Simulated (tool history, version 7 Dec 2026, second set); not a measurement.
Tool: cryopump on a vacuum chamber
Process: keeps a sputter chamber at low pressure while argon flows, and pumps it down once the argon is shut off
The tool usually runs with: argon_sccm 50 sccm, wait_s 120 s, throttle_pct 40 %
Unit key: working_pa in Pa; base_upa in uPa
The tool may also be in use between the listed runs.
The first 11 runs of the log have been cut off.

run,hour,argon_sccm,wait_s,throttle_pct,hours of work since the pump was warmed up and emptied,hours of work since the cold head was overhauled,hours of work since the chamber's fittings were tightened,working_pa,base_upa
12,175.8,50,120,40,202,202,956,0.1216,0.98
13,190.3,50,120,40,211,211,966,0.1229,0.92
14,206.6,35,120,40,221,221,976,0.0860,0.93
15,225.9,35,120,40,233,233,988,0.0863,0.98
16,237.6,75,23,50,240,240,995,0.1507,2.75
17,247.1,75,23,50,246,246,1001,0.1507,2.75
18,266.8,50,96,47,259,259,1014,0.1064,1.13
19,285.0,50,96,47,270,270,1025,0.1066,1.14

Run 20 is up next; what results do you expect?
20,296.3,56,89,38,277,277,1032,?,?

For run 20 the tool returned working_pa 0.1461 Pa, base_upa 1.17 uPa.
With no hidden state in the tool, this same run would have given working_pa 0.1389 Pa, base_upa 0.75 uPa.
